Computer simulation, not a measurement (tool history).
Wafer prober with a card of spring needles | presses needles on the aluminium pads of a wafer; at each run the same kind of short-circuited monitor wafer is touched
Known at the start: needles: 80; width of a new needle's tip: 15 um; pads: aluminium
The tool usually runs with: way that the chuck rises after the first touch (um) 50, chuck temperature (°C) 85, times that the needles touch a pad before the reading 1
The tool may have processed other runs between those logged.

run    hour  way that the chuck rises after the first touch (um)  chuck temperature (°C)  times that the needles touch a pad before the reading  resistance of one needle with its contact and lead (mohm)  way that a needle slides on the pad (um)
  1     0.0                                                   50                      85                                                      1                                                        284                                     13.27
        6.4  -- tips cleaned on abrasive film
       22.3  -- tips cleaned on abrasive film
       38.1  -- tips cleaned on abrasive film
       50.9  -- tips cleaned on abrasive film
  2    53.1                                                   50                      85                                                      1                                                        283                                     13.24
       65.8  -- tips cleaned on abrasive film
       78.5  -- tips cleaned on abrasive film
       94.4  -- tips cleaned on abrasive film
       97.9  -- height of the first contact set anew
      110.6  -- tips cleaned on abrasive film
  3   122.6                                                   50                      44                                                      1                                                        270                                     13.20
      125.9  -- tips cleaned on abrasive film
      138.6  -- tips cleaned on abrasive film
      151.3  -- tips cleaned on abrasive film
      167.2  -- tips cleaned on abrasive film
  4   177.5                                                   50                      85                                                      1                                                        284                                     13.21
      180.7  -- tips cleaned on abrasive film
      193.4  -- tips cleaned on abrasive film
      206.1  -- tips cleaned on abrasive film
      218.9  -- tips cleaned on abrasive film
      234.7  -- tips cleaned on abrasive film
  5   242.1                                                   50                      85                                                      1                                                        281                                     13.20
      248.5  -- tips cleaned on abrasive film
      261.3  -- tips cleaned on abrasive film
      274.0  -- tips cleaned on abrasive film
      286.7  -- tips cleaned on abrasive film
  6   293.7                                                   50                      85                                                      1                                                        281                                     13.18
      300.1  -- tips cleaned on abrasive film
      300.4  -- height of the first contact set anew
      313.1  -- tips cleaned on abrasive film
      325.8  -- tips cleaned on abrasive film
      341.7  -- tips cleaned on abrasive film
      354.7  -- tips cleaned on abrasive film
  7   354.7                                                   50                      85                                                      1                                                        281                                     13.17
      370.6  -- tips cleaned on abrasive film
      386.4  -- tips cleaned on abrasive film
      399.2  -- tips cleaned on abrasive film
  8   402.5                                                   50                      85                                                      1                                                        283                                     13.17
      412.1  -- tips cleaned on abrasive film
      424.8  -- tips cleaned on abrasive film
      440.7  -- tips cleaned on abrasive film
      453.4  -- tips cleaned on abrasive film
      466.1  -- tips cleaned on abrasive film
      482.0  -- tips cleaned on abrasive film
  9   483.8                                                   50                      85                                                      1                                                        280                                     13.14
      496.5  -- tips cleaned on abrasive film
      503.1  -- height of the first contact set anew
      509.5  -- tips cleaned on abrasive film
      522.2  -- tips cleaned on abrasive film
      534.9  -- tips cleaned on abrasive film
      547.6  -- tips cleaned on abrasive film
 10   557.5                                                   50                      85                                                      1                                                        284                                     13.12
      560.8  -- tips cleaned on abrasive film
      573.5  -- tips cleaned on abrasive film
      589.4  -- tips cleaned on abrasive film
      602.1  -- tips cleaned on abrasive film
      618.0  -- tips cleaned on abrasive film
 11   629.9                                                   59                      85                                                      1                                                        279                                     15.46
      633.2  -- tips cleaned on abrasive film
      649.0  -- tips cleaned on abrasive film
      661.7  -- tips cleaned on abrasive film
      674.5  -- tips cleaned on abrasive film
      690.3  -- tips cleaned on abrasive film
      703.0  -- tips cleaned on abrasive film
      703.3  -- height of the first contact set anew
 12   709.0                                                   59                      85                                                      1                                                        277                                     15.48
      718.6  -- tips cleaned on abrasive film
      731.3  -- tips cleaned on abrasive film
      747.2  -- tips cleaned on abrasive film
      763.0  -- tips cleaned on abrasive film
      775.7  -- tips cleaned on abrasive film
      788.5  -- tips cleaned on abrasive film
 13   795.8                                                   66                      71                                                      2                                                        274                                     17.28
      802.2  -- tips cleaned on abrasive film
      814.9  -- tips cleaned on abrasive film
      827.6  -- tips cleaned on abrasive film
 14   831.9                                                   45                      39                                                      1                                                        274                                     11.75
      841.4  -- tips cleaned on abrasive film
      854.2  -- tips cleaned on abrasive film
      870.0  -- tips cleaned on abrasive film
      885.9  -- tips cleaned on abrasive film
      901.8  -- tips cleaned on abrasive film
      905.2  -- height of the first contact set anew
      915.7  -- tips cleaned on abrasive film
 15   915.7                                                   45                      39                                                      1                                                        269                                     11.74
      931.6  -- tips cleaned on abrasive film
      944.3  -- tips cleaned on abrasive film
      957.0  -- tips cleaned on abrasive film
      972.9  -- tips cleaned on abrasive film
      985.6  -- tips cleaned on abrasive film
 16   988.0                                                   51                      39                                                      3                                                        265                                     13.27
     1000.7  -- tips cleaned on abrasive film
     1016.6  -- tips cleaned on abrasive film
     1029.3  -- tips cleaned on abrasive film
     1042.0  -- tips cleaned on abrasive film
     1057.9  -- tips cleaned on abrasive film
     1070.6  -- tips cleaned on abrasive film
 17  1072.7                                                   60                      29                                                      3                                                        266                                     15.62
     1085.4  -- tips cleaned on abrasive film
     1098.1  -- tips cleaned on abrasive film
     1107.9  -- height of the first contact set anew
     1111.1  -- tips cleaned on abrasive film
 18  1114.3                                                   60                      29                                                      3                                                        266                                     15.60
     1127.0  -- tips cleaned on abrasive film
     1139.7  -- tips cleaned on abrasive film
     1152.4  -- tips cleaned on abrasive film
     1165.1  -- tips cleaned on abrasive film
     1177.8  -- tips cleaned on abrasive film
     1193.7  -- tips cleaned on abrasive film
 19  1201.3                                                   60                      29                                                      3                                                        261                                     15.57

Here are 3 independent what-if runs from the current tool condition. What would each one return?
     1207.7  -- tips cleaned on abrasive film
     1220.5  -- tips cleaned on abrasive film
     1233.2  -- tips cleaned on abrasive film
     1245.9  -- tips cleaned on abrasive film
     1258.6  -- tips cleaned on abrasive film
  A  1263.1                                                   40                      69                                                      3                                                          ?                                         ?
     1207.7  -- tips cleaned on abrasive film
     1220.5  -- tips cleaned on abrasive film
     1233.2  -- tips cleaned on abrasive film
     1245.9  -- tips cleaned on abrasive film
     1258.6  -- tips cleaned on abrasive film
  B  1263.1                                                   50                      48                                                      1                                                          ?                                         ?
     1207.7  -- tips cleaned on abrasive film
     1220.5  -- tips cleaned on abrasive film
     1233.2  -- tips cleaned on abrasive film
     1245.9  -- tips cleaned on abrasive film
     1258.6  -- tips cleaned on abrasive film
  C  1263.1                                                   60                      59                                                      2                                                          ?                                         ?

run  resistance of one needle with its contact and lead (mohm)  way that a needle slides on the pad (um)
  A                                                        284                                     10.40
  B                                                        270                                     12.94
  C                                                        271                                     15.55
Stripped of hidden state, with their random variation kept, the same runs would have yielded:
run  resistance of one needle with its contact and lead (mohm)  way that a needle slides on the pad (um)
  A                                                        284                                     10.63
  B                                                        270                                     13.23
  C                                                        271                                     15.89

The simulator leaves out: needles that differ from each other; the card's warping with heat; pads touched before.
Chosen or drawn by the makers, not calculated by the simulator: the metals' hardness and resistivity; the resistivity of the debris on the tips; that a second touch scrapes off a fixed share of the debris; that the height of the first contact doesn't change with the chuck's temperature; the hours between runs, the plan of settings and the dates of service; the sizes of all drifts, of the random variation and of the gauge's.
